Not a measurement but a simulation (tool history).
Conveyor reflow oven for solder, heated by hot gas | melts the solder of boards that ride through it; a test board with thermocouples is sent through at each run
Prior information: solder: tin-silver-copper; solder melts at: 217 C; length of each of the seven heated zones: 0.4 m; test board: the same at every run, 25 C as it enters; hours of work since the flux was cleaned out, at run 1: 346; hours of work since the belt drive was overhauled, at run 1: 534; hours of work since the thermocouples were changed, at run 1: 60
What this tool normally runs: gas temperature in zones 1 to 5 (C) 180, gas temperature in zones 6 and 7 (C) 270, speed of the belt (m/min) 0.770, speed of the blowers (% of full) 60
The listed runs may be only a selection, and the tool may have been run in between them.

run	day	gas temperature in zones 1 to 5 (C)	gas temperature in zones 6 and 7 (C)	speed of the belt (m/min)	speed of the blowers (% of full)	hours of work since the flux was cleaned out	hours of work since the belt drive was overhauled	hours of work since the thermocouples were changed	highest temperature of the board (C)	time above the solder's melting point (s)
1	0.000	180	270	0.770	60	346	534	60	254.1	49.4
# day 0.838: flux residue cleaned out of gas plates and filters
2	2.575	180	270	0.770	60	32	578	105	254.9	51.7
3	4.658	180	270	0.770	60	71	617	144	255.5	50.7
4	6.392	180	270	0.770	60	104	650	176	255.2	50.8
5	8.317	180	270	0.770	60	140	685	212	255.9	50.1
6	10.700	180	270	0.770	54	184	730	256	253.5	49.6
7	13.583	180	270	0.770	54	238	784	310	252.8	50.4
8	15.667	180	270	0.728	60	277	823	349	256.4	54.5
9	17.762	180	270	0.728	60	316	862	388	254.7	53.9
# day 20.112: flux residue cleaned out of gas plates and filters
10	21.617	180	270	0.728	60	28	930	456	255.9	55.9
11	24.196	170	268	0.651	53	76	978	505	255.4	57.7
# day 25.371: belt drive overhauled, speed set with a stopwatch
12	27.838	180	283	0.775	54	141	46	570	264.2	53.5
13	29.808	180	283	0.775	54	178	83	606	263.7	53.4
14	33.371	186	283	0.671	54	245	149	673	268.5	66.7
15	36.600	170	270	0.770	64	305	210	733	252.1	45.0
# day 39.675: flux residue cleaned out of gas plates and filters
16	40.754	170	270	0.770	64	20	283	807	253.1	46.5
17	42.767	190	262	0.770	64	58	321	845	248.8	51.5

Predict each of these 5 candidate next runs independently; none follows another, all start after run 17:
A	45.625	180	270	0.770	53	111	375	898	?	?
B	45.625	183	265	0.770	62	111	375	898	?	?
C	45.625	180	281	0.893	87	111	375	898	?	?
D	45.625	178	270	0.770	62	111	375	898	?	?
E	45.625	190	262	0.839	64	111	375	898	?	?

run	highest temperature of the board (C)	time above the solder's melting point (s)
A	252.3	49.1
B	250.4	48.4
C	262.7	46.9
D	253.5	48.7
E	246.7	44.8
With the hidden condition removed and each run's random variation left untouched, the same runs would have given:
run	highest temperature of the board (C)	time above the solder's melting point (s)
A	255.2	50.5
B	253.3	49.8
C	265.9	47.8
D	256.5	50.1
E	249.6	46.3

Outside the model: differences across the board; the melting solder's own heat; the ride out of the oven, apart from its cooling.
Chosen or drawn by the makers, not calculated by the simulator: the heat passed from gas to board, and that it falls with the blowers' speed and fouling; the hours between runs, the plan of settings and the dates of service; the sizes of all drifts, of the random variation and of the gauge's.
